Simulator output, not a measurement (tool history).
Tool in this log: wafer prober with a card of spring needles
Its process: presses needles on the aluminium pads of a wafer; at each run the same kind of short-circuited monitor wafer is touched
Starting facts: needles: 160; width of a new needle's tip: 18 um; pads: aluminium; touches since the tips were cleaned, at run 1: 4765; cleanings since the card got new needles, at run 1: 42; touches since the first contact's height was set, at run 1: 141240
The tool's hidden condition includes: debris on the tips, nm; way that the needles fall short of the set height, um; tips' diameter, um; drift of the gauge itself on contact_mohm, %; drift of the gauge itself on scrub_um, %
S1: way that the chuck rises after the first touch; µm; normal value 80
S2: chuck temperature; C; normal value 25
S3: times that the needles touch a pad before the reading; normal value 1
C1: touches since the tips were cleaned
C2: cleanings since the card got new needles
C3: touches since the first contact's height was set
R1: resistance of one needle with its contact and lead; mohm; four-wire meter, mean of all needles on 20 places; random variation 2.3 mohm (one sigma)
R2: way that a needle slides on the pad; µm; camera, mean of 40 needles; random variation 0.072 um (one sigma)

run 1 hour=0 | S1=80 S2=25 S3=1 | C1=4765 C2=42 C3=141240 | R1=427 R2=18.75
-- hour=8.5 tips cleaned on abrasive film
-- hour=24.8 tips cleaned on abrasive film
-- hour=31.1 height of the first contact set anew
run 2 hour=31.1 | S1=80 S2=25 S3=1 | C1=3499 C2=44 C3=0 | R1=398 R2=19.26
-- hour=41.6 tips cleaned on abrasive film
run 3 hour=52.2 | S1=80 S2=25 S3=1 | C1=6217 C2=45 C3=12295 | R1=436 R2=19.29
-- hour=58.6 tips cleaned on abrasive film
run 4 hour=71.8 | S1=80 S2=25 S3=1 | C1=7707 C2=46 C3=23734 | R1=441 R2=19.16
-- hour=75.7 tips cleaned on abrasive film
-- hour=92.4 tips cleaned on abrasive film
run 5 hour=101 | S1=80 S2=25 S3=1 | C1=5038 C2=48 C3=40726 | R1=418 R2=19.12
-- hour=109.3 tips cleaned on abrasive film
-- hour=126.5 tips cleaned on abrasive film
run 6 hour=137.9 | S1=78 S2=25 S3=1 | C1=6670 C2=50 C3=62242 | R1=454 R2=18.51
-- hour=144.3 tips cleaned on abrasive film
-- hour=161.3 tips cleaned on abrasive film
run 7 hour=174.2 | S1=78 S2=25 S3=1 | C1=7520 C2=52 C3=83346 | R1=458 R2=18.5
-- hour=176.7 tips cleaned on abrasive film
-- hour=194.3 tips cleaned on abrasive film
run 8 hour=195.9 | S1=78 S2=25 S3=1 | C1=927 C2=54 C3=95948 | R1=352 R2=18.41
-- hour=211.8 tips cleaned on abrasive film
run 9 hour=225.2 | S1=60 S2=25 S3=1 | C1=7846 C2=55 C3=113086 | R1=595 R2=14.03
-- hour=228.3 tips cleaned on abrasive film
-- hour=246.4 tips cleaned on abrasive film
run 10 hour=246.4 | S1=80 S2=25 S3=3 | C1=0 C2=57 C3=125382 | R1=265 R2=18.93
-- hour=263 tips cleaned on abrasive film
-- hour=281.5 tips cleaned on abrasive film
run 11 hour=283.2 | S1=80 S2=25 S3=3 | C1=995 C2=59 C3=146830 | R1=285 R2=18.77
-- hour=299.9 tips cleaned on abrasive film
-- hour=304.8 height of the first contact set anew
-- hour=318.7 tips cleaned on abrasive film
run 12 hour=321.3 | S1=83 S2=33 S3=2 | C1=1511 C2=61 C3=9614 | R1=310 R2=19.92
-- hour=334.5 tips cleaned on abrasive film
run 13 hour=346.1 | S1=95 S2=37 S3=2 | C1=6764 C2=62 C3=24080 | R1=332 R2=22.7
-- hour=350.6 tips cleaned on abrasive film
-- hour=366.9 tips cleaned on abrasive film
run 14 hour=366.9 | S1=78 S2=51 S3=2 | C1=0 C2=64 C3=36179 | R1=277 R2=18.57
-- hour=385 tips cleaned on abrasive film
-- hour=402 tips cleaned on abrasive film
run 15 hour=402.5 | S1=80 S2=43 S3=2 | C1=269 C2=66 C3=56898 | R1=293 R2=19
-- hour=418.6 tips cleaned on abrasive film
run 16 hour=421.9 | S1=72 S2=91 S3=1 | C1=1947 C2=67 C3=68200 | R1=424 R2=17.1

Hidden state at the last listed run before each entry between runs and at the first one after, where it differs:
After run 1, before run 2: tips cleaned on abrasive film (hour 8.5); tips cleaned on abrasive film (hour 24.8); height of the first contact set anew (hour 31.1)
  debris on the tips, nm: 75.6 -> 64.7; way that the needles fall short of the set height, um: 1.47 -> 0; tips' diameter, um: 19.66 -> 19.73
  measured result minus the result with no hidden state, R1: +174 -> +144 mohm; R2: -0.35 -> +0 µm
After run 2, before run 3: tips cleaned on abrasive film (hour 41.6)
  debris on the tips, nm: 64.7 -> 78.5; way that the needles fall short of the set height, um: 0 -> 0.12; tips' diameter, um: 19.73 -> 19.77
  measured result minus the result with no hidden state, R1: +144 -> +179 mohm; R2: +0 -> -0.03 µm
After run 3, before run 4: tips cleaned on abrasive film (hour 58.6)
  debris on the tips, nm: 78.5 -> 81.3; way that the needles fall short of the set height, um: 0.12 -> 0.22; tips' diameter, um: 19.77 -> 19.81
  measured result minus the result with no hidden state, R1: +179 -> +185 mohm; R2: -0.03 -> -0.05 µm
After run 4, before run 5: tips cleaned on abrasive film (hour 75.7); tips cleaned on abrasive film (hour 92.4)
  debris on the tips, nm: 81.3 -> 71.4; way that the needles fall short of the set height, um: 0.22 -> 0.45; tips' diameter, um: 19.81 -> 19.88
  measured result minus the result with no hidden state, R1: +185 -> +162 mohm; R2: -0.05 -> -0.11 µm
After run 5, before run 6: tips cleaned on abrasive film (hour 109.3); tips cleaned on abrasive film (hour 126.5)
  debris on the tips, nm: 71.4 -> 80.2; way that the needles fall short of the set height, um: 0.45 -> 0.66; tips' diameter, um: 19.88 -> 19.96
  measured result minus the result with no hidden state, R1: +162 -> +196 mohm; R2: -0.11 -> -0.16 µm
After run 6, before run 7: tips cleaned on abrasive film (hour 144.3); tips cleaned on abrasive film (hour 161.3)
  debris on the tips, nm: 80.2 -> 80.7; way that the needles fall short of the set height, um: 0.66 -> 0.86; tips' diameter, um: 19.96 -> 20.03
  measured result minus the result with no hidden state, R1: +196 -> +199 mohm; R2: -0.16 -> -0.2 µm
After run 7, before run 8: tips cleaned on abrasive film (hour 176.7); tips cleaned on abrasive film (hour 194.3)
  debris on the tips, nm: 80.7 -> 36.6; way that the needles fall short of the set height, um: 0.86 -> 1.13; tips' diameter, um: 20.03 -> 20.12
  measured result minus the result with no hidden state, R1: +199 -> +93 mohm; R2: -0.2 -> -0.28 µm
After run 8, before run 9: tips cleaned on abrasive film (hour 211.8)
  debris on the tips, nm: 36.6 -> 81; way that the needles fall short of the set height, um: 1.13 -> 1.22; tips' diameter, um: 20.12 -> 20.16
  measured result minus the result with no hidden state, R1: +93 -> +334 mohm; R2: -0.28 -> -0.29 µm
After run 9, before run 10: tips cleaned on abrasive film (hour 228.3); tips cleaned on abrasive film (hour 246.4)
  debris on the tips, nm: 81 -> 8.1; way that the needles fall short of the set height, um: 1.22 -> 1.42; tips' diameter, um: 20.16 -> 20.22
  measured result minus the result with no hidden state, R1: +334 -> +9 mohm; R2: -0.29 -> -0.35 µm
After run 10, before run 11: tips cleaned on abrasive film (hour 263); tips cleaned on abrasive film (hour 281.5)
  debris on the tips, nm: 8.1 -> 34.8; way that the needles fall short of the set height, um: 1.42 -> 1.66; tips' diameter, um: 20.22 -> 20.31
  measured result minus the result with no hidden state, R1: +9 -> +32 mohm; R2: -0.35 -> -0.4 µm
After run 11, before run 12: tips cleaned on abrasive film (hour 299.9); height of the first contact set anew (hour 304.8); tips cleaned on abrasive film (hour 318.7)
  debris on the tips, nm: 34.8 -> 41.7; way that the needles fall short of the set height, um: 1.66 -> 0.11; tips' diameter, um: 20.31 -> 20.38
  measured result minus the result with no hidden state, R1: +32 -> +55 mohm; R2: -0.4 -> -0.03 µm
After run 12, before run 13: tips cleaned on abrasive film (hour 334.5)
  debris on the tips, nm: 41.7 -> 78.2; way that the needles fall short of the set height, um: 0.11 -> 0.22; tips' diameter, um: 20.38 -> 20.42
  measured result minus the result with no hidden state, R1: +55 -> +79 mohm; R2: -0.03 -> -0.05 µm
After run 13, before run 14: tips cleaned on abrasive film (hour 350.6); tips cleaned on abrasive film (hour 366.9)
  debris on the tips, nm: 78.2 -> 7.8; way that the needles fall short of the set height, um: 0.22 -> 0.44; tips' diameter, um: 20.42 -> 20.5
  measured result minus the result with no hidden state, R1: +79 -> +14 mohm; R2: -0.05 -> -0.1 µm
After run 14, before run 15: tips cleaned on abrasive film (hour 385); tips cleaned on abrasive film (hour 402)
  debris on the tips, nm: 7.8 -> 19.3; way that the needles fall short of the set height, um: 0.44 -> 0.63; tips' diameter, um: 20.5 -> 20.56
  measured result minus the result with no hidden state, R1: +14 -> +30 mohm; R2: -0.1 -> -0.15 µm
After run 15, before run 16: tips cleaned on abrasive film (hour 418.6)
  debris on the tips, nm: 19.3 -> 55.1; way that the needles fall short of the set height, um: 0.63 -> 0.73; tips' diameter, um: 20.56 -> 20.59
  measured result minus the result with no hidden state, R1: +30 -> +149 mohm; R2: -0.15 -> -0.17 µm
